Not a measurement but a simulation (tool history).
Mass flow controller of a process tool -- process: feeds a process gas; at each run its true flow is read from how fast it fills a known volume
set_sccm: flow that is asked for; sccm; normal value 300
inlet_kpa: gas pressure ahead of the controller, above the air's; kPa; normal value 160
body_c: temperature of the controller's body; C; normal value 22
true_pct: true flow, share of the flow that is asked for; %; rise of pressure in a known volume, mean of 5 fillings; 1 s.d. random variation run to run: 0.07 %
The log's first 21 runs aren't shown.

| run | hour | set_sccm | inlet_kpa | body_c | hours of work since the controller was set to zero | hours of work since the controller was changed | true_pct |
|---|---|---|---|---|---|---|---|
| 22 | 1964.5 | 107 | 277 | 39 | 1291 | 1291 | 99.44 |
| 23 | 2067 | 136 | 160 | 27 | 1336 | 1336 | 98.34 |
| 24 | 2137.3 | 136 | 160 | 27 | 1366 | 1366 | 98.38 |
| 25 | 2277.3 | 136 | 177 | 35 | 1426 | 1426 | 98.75 |
| 26 | 2410.7 | 466 | 210 | 33 | 1484 | 1484 | 99.67 |
| 27 | 2510.1 | 213 | 239 | 32 | 1527 | 1527 | 99.21 |
| 28 | 2574.8 | 300 | 160 | 35 | 1555 | 1555 | 99.25 |
| 29 | 2656.5 | 132 | 183 | 30 | 1590 | 1590 | 98.66 |
| 30 | 2782.3 | 132 | 183 | 30 | 1644 | 1644 | 98.63 |
| 31 | 2859 | 440 | 222 | 21 | 1677 | 1677 | 99.14 |

The next listed run, before its measurement:
| 32 | 2934 | 243 | 148 | 27 | 1710 | 1710 | ? |

Run 32 measured true_pct 98.65 %.
With the hidden condition absent and the run-to-run variation left alone, this run would have shown true_pct 98.11 %.

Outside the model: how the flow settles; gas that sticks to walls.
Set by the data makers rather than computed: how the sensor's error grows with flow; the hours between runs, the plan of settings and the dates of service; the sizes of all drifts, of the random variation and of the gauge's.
